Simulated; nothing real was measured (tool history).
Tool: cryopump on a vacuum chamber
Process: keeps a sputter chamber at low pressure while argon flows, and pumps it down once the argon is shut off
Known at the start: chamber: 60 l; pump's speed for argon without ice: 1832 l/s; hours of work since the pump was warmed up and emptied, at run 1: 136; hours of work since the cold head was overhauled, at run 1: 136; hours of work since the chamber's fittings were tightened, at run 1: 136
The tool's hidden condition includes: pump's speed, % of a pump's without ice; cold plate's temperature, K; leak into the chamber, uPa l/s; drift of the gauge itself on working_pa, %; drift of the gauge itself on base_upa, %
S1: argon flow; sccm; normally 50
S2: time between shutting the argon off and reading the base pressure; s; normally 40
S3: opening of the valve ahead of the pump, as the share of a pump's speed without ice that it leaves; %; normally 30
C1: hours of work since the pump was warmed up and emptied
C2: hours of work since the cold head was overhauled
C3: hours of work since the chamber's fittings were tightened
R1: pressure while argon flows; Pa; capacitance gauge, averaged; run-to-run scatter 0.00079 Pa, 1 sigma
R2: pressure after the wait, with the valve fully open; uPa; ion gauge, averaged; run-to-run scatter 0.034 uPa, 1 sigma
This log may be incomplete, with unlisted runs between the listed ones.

run	hour	S1	S2	S3	C1	C2	C3	R1	R2
1	0.0	50	40	30	136	136	136	0.1572	1.89
2	68.9	50	40	30	194	194	194	0.1586	1.94
3	134.4	50	40	30	248	248	248	0.1607	1.93
4	188.1	50	40	30	293	293	293	0.1616	2.04
5	230.1	50	40	30	328	328	328	0.1618	2.04
6	288.1	50	40	30	376	376	376	0.1627	2.09
7	364.0	50	40	30	439	439	439	0.1653	2.08
8	402.1	50	40	30	471	471	471	0.1662	2.14
9	440.8	50	44	30	503	503	503	0.1677	2.00
10	521.4	50	83	30	570	570	570	0.1707	1.30
11	596.9	50	83	30	633	633	633	0.1735	1.34
# hour 650.2: pump warmed up, emptied and cooled again
12	670.2	50	83	30	17	689	689	0.1547	1.22
13	755.9	39	40	30	88	761	761	0.1210	2.15
14	806.8	39	40	30	130	803	803	0.1227	2.20
15	873.9	39	40	30	186	859	859	0.1233	2.19
16	916.2	39	40	30	221	894	894	0.1245	2.26
17	978.6	50	40	30	273	946	946	0.1598	2.18
18	1046.9	29	40	49	330	1003	1003	0.0590	2.30
19	1090.5	29	40	49	366	1039	1039	0.0605	2.27
20	1155.5	29	40	49	420	1093	1093	0.0612	2.34
21	1233.8	50	36	48	485	1158	1158	0.1091	2.57
22	1318.0	25	251	17	555	1228	1228	0.1434	1.07
23	1400.6	25	251	17	624	1297	1297	0.1450	1.14
# hour 1464.0: pump warmed up, emptied and cooled again
24	1492.1	21	40	53	23	1369	1369	0.0380	2.36
25	1560.8	30	201	52	81	1426	1426	0.0540	1.02
26	1617.3	30	201	26	128	1473	1473	0.1080	1.09
27	1676.2	20	28	20	177	1522	1522	0.0940	3.26
# hour 1700.0: leaking fittings of the chamber tightened, without venting
28	1725.0	68	36	35	215	1561	21	0.1860	2.07
29	1783.4	45	89	22	264	1609	69	0.1936	0.97
30	1833.1	50	40	22	305	1651	111	0.2162	1.92
31	1917.5	42	40	47	376	1721	181	0.0895	1.96
32	1967.9	24	89	26	417	1763	223	0.0903	1.09
33	2054.1	53	65	19	489	1834	294	0.2690	1.37
34	2133.8	76	40	32	555	1901	361	0.2442	2.03

Describe how what the log doesn't record of the tool's condition differs between the last listed run preceding each entry between runs and the first listed run following it.
Between runs 11 and 12: pump warmed up, emptied and cooled again (hour 650.2)
  pump's speed, % of a pump's without ice: 71.4 -> 99.1; cold plate's temperature, K: 12.28 -> 12.29; leak into the chamber, uPa l/s: 721 -> 759
  what was measured, less what the result would be without the hidden state, R1: +0.0189 -> +0.0006 Pa; R2: +0.38 -> +0.25 uPa
Between runs 23 and 24: pump warmed up, emptied and cooled again (hour 1464.0)
  pump's speed, % of a pump's without ice: 72.4 -> 98.7; cold plate's temperature, K: 12.44 -> 12.46; leak into the chamber, uPa l/s: 1150 -> 1199
  what was measured, less what the result would be without the hidden state, R1: +0.0091 -> +0.0004 Pa; R2: +0.71 -> +0.51 uPa
Between runs 27 and 28: leaking fittings of the chamber tightened, without venting (hour 1700.0)
  pump's speed, % of a pump's without ice: 92.3 -> 90.7; cold plate's temperature, K: 12.5 -> 12.51; leak into the chamber, uPa l/s: 1287 -> 326
  what was measured, less what the result would be without the hidden state, R1: +0.0017 -> +0.0072 Pa; R2: +0.62 -> +0.03 uPa
